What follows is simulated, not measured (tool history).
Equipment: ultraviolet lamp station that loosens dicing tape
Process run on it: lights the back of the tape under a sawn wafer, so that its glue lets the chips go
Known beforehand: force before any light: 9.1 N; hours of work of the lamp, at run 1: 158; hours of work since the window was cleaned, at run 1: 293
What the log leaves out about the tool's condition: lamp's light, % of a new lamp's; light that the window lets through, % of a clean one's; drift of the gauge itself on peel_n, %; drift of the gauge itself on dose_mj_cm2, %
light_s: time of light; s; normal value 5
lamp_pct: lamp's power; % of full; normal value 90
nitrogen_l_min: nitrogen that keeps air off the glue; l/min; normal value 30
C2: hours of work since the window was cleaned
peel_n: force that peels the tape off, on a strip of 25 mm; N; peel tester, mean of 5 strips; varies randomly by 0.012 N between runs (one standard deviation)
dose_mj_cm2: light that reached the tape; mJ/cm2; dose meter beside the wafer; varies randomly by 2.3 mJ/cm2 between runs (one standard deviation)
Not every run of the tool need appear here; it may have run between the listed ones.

run 1 day=0 | light_s=5 lamp_pct=90 nitrogen_l_min=30 | hours_of_work_of_the_lamp=158 C2=293 | peel_n=0.552 dose_mj_cm2=234
run 2 day=0.367 | light_s=5 lamp_pct=90 nitrogen_l_min=30 | hours_of_work_of_the_lamp=163 C2=297 | peel_n=0.559 dose_mj_cm2=231
run 3 day=0.679 | light_s=5 lamp_pct=90 nitrogen_l_min=30 | hours_of_work_of_the_lamp=166 C2=301 | peel_n=0.545 dose_mj_cm2=230
run 4 day=1.142 | light_s=5 lamp_pct=90 nitrogen_l_min=36 | hours_of_work_of_the_lamp=172 C2=306 | peel_n=0.47 dose_mj_cm2=235
run 5 day=1.592 | light_s=5 lamp_pct=72 nitrogen_l_min=30 | hours_of_work_of_the_lamp=177 C2=311 | peel_n=0.9 dose_mj_cm2=192
run 6 day=2.129 | light_s=5 lamp_pct=72 nitrogen_l_min=30 | hours_of_work_of_the_lamp=183 C2=317 | peel_n=0.931 dose_mj_cm2=186
run 7 day=2.404 | light_s=5 lamp_pct=72 nitrogen_l_min=30 | hours_of_work_of_the_lamp=186 C2=320 | peel_n=0.911 dose_mj_cm2=183
run 8 day=2.725 | light_s=5 lamp_pct=90 nitrogen_l_min=11 | hours_of_work_of_the_lamp=190 C2=324 | peel_n=1.269 dose_mj_cm2=234
run 9 day=3.179 | light_s=5 lamp_pct=90 nitrogen_l_min=11 | hours_of_work_of_the_lamp=195 C2=329 | peel_n=1.217 dose_mj_cm2=234
run 10 day=3.55 | light_s=5 lamp_pct=67 nitrogen_l_min=30 | hours_of_work_of_the_lamp=199 C2=334 | peel_n=1.022 dose_mj_cm2=177
run 11 day=4.033 | light_s=5 lamp_pct=90 nitrogen_l_min=30 | hours_of_work_of_the_lamp=205 C2=339 | peel_n=0.539 dose_mj_cm2=235
run 12 day=4.379 | light_s=5 lamp_pct=90 nitrogen_l_min=30 | hours_of_work_of_the_lamp=209 C2=343 | peel_n=0.531 dose_mj_cm2=231
run 13 day=4.912 | light_s=6 lamp_pct=90 nitrogen_l_min=30 | hours_of_work_of_the_lamp=215 C2=349 | peel_n=0.362 dose_mj_cm2=274
run 14 day=5.146 | light_s=6 lamp_pct=90 nitrogen_l_min=30 | hours_of_work_of_the_lamp=218 C2=352 | peel_n=0.352 dose_mj_cm2=281
run 15 day=5.475 | light_s=6 lamp_pct=90 nitrogen_l_min=30 | hours_of_work_of_the_lamp=221 C2=356 | peel_n=0.356 dose_mj_cm2=277
run 16 day=5.85 | light_s=6 lamp_pct=90 nitrogen_l_min=30 | hours_of_work_of_the_lamp=226 C2=360 | peel_n=0.364 dose_mj_cm2=277
run 17 day=6.371 | light_s=6 lamp_pct=90 nitrogen_l_min=30 | hours_of_work_of_the_lamp=232 C2=366 | peel_n=0.362 dose_mj_cm2=280
run 18 day=6.808 | light_s=5 lamp_pct=65 nitrogen_l_min=30 | hours_of_work_of_the_lamp=237 C2=371 | peel_n=1.104 dose_mj_cm2=170
run 19 day=7.154 | light_s=5 lamp_pct=65 nitrogen_l_min=30 | hours_of_work_of_the_lamp=241 C2=375 | peel_n=1.099 dose_mj_cm2=172
run 20 day=7.692 | light_s=5 lamp_pct=90 nitrogen_l_min=30 | hours_of_work_of_the_lamp=247 C2=381 | peel_n=0.535 dose_mj_cm2=234
run 21 day=8.017 | light_s=5 lamp_pct=90 nitrogen_l_min=30 | hours_of_work_of_the_lamp=251 C2=385 | peel_n=0.551 dose_mj_cm2=234
run 22 day=8.429 | light_s=6 lamp_pct=78 nitrogen_l_min=30 | hours_of_work_of_the_lamp=255 C2=390 | peel_n=0.508 dose_mj_cm2=239
run 23 day=8.742 | light_s=6 lamp_pct=89 nitrogen_l_min=30 | hours_of_work_of_the_lamp=259 C2=393 | peel_n=0.366 dose_mj_cm2=277
run 24 day=9.1 | light_s=10 lamp_pct=89 nitrogen_l_min=48 | hours_of_work_of_the_lamp=263 C2=397 | peel_n=0.115 dose_mj_cm2=467
run 25 day=9.521 | light_s=10 lamp_pct=89 nitrogen_l_min=48 | hours_of_work_of_the_lamp=268 C2=402 | peel_n=0.122 dose_mj_cm2=462
run 26 day=9.971 | light_s=3 lamp_pct=73 nitrogen_l_min=11 | hours_of_work_of_the_lamp=273 C2=407 | peel_n=3.348 dose_mj_cm2=114
run 27 day=10.383 | light_s=3 lamp_pct=73 nitrogen_l_min=11 | hours_of_work_of_the_lamp=278 C2=412 | peel_n=3.425 dose_mj_cm2=112
run 28 day=10.817 | light_s=3 lamp_pct=73 nitrogen_l_min=11 | hours_of_work_of_the_lamp=283 C2=417 | peel_n=3.448 dose_mj_cm2=116
run 29 day=11.167 | light_s=3 lamp_pct=71 nitrogen_l_min=30 | hours_of_work_of_the_lamp=287 C2=421 | peel_n=2.207 dose_mj_cm2=111
run 30 day=11.508 | light_s=3 lamp_pct=64 nitrogen_l_min=30 | hours_of_work_of_the_lamp=291 C2=425 | peel_n=2.498 dose_mj_cm2=105
run 31 day=11.954 | light_s=3 lamp_pct=64 nitrogen_l_min=31 | hours_of_work_of_the_lamp=296 C2=430 | peel_n=2.546 dose_mj_cm2=99
run 32 day=12.317 | light_s=10 lamp_pct=60 nitrogen_l_min=10 | hours_of_work_of_the_lamp=300 C2=434 | peel_n=0.741 dose_mj_cm2=313
run 33 day=12.838 | light_s=9 lamp_pct=78 nitrogen_l_min=57 | hours_of_work_of_the_lamp=306 C2=440 | peel_n=0.14 dose_mj_cm2=364
run 34 day=13.108 | light_s=7 lamp_pct=90 nitrogen_l_min=34 | hours_of_work_of_the_lamp=309 C2=443 | peel_n=0.225 dose_mj_cm2=327
run 35 day=13.508 | light_s=4 lamp_pct=90 nitrogen_l_min=22 | hours_of_work_of_the_lamp=314 C2=448 | peel_n=1.154 dose_mj_cm2=186
run 36 day=13.775 | light_s=6 lamp_pct=62 nitrogen_l_min=43 | hours_of_work_of_the_lamp=317 C2=451 | peel_n=0.665 dose_mj_cm2=192
run 37 day=14.088 | light_s=4 lamp_pct=88 nitrogen_l_min=11 | hours_of_work_of_the_lamp=320 C2=455 | peel_n=1.865 dose_mj_cm2=181
run 38 day=14.479 | light_s=4 lamp_pct=88 nitrogen_l_min=42 | hours_of_work_of_the_lamp=325 C2=459 | peel_n=0.756 dose_mj_cm2=180
run 39 day=14.804 | light_s=10 lamp_pct=78 nitrogen_l_min=38 | hours_of_work_of_the_lamp=329 C2=463 | peel_n=0.145 dose_mj_cm2=403
run 40 day=15.292 | light_s=10 lamp_pct=78 nitrogen_l_min=38 | hours_of_work_of_the_lamp=334 C2=468 | peel_n=0.147 dose_mj_cm2=404
run 41 day=15.638 | light_s=10 lamp_pct=78 nitrogen_l_min=38 | hours_of_work_of_the_lamp=338 C2=472 | peel_n=0.15 dose_mj_cm2=403
run 42 day=15.867 | light_s=6 lamp_pct=89 nitrogen_l_min=41 | hours_of_work_of_the_lamp=341 C2=475 | peel_n=0.275 dose_mj_cm2=278

Forecast each of these 3 alternatives for the next run:
run A day=16.312 | light_s=4 lamp_pct=67 nitrogen_l_min=30 | hours_of_work_of_the_lamp=346 C2=480 | peel_n=? dose_mj_cm2=?
run B day=16.312 | light_s=6 lamp_pct=89 nitrogen_l_min=51 | hours_of_work_of_the_lamp=346 C2=480 | peel_n=? dose_mj_cm2=?
run C day=16.312 | light_s=7 lamp_pct=61 nitrogen_l_min=21 | hours_of_work_of_the_lamp=346 C2=480 | peel_n=? dose_mj_cm2=?

run=A peel_n=1.601 dose_mj_cm2=140
run=B peel_n=0.241 dose_mj_cm2=275
run=C peel_n=0.839 dose_mj_cm2=220
Without the tool's hidden state the same runs would have given:
run=A peel_n=1.592 dose_mj_cm2=141
run=B peel_n=0.239 dose_mj_cm2=276
run=C peel_n=0.832 dose_mj_cm2=220
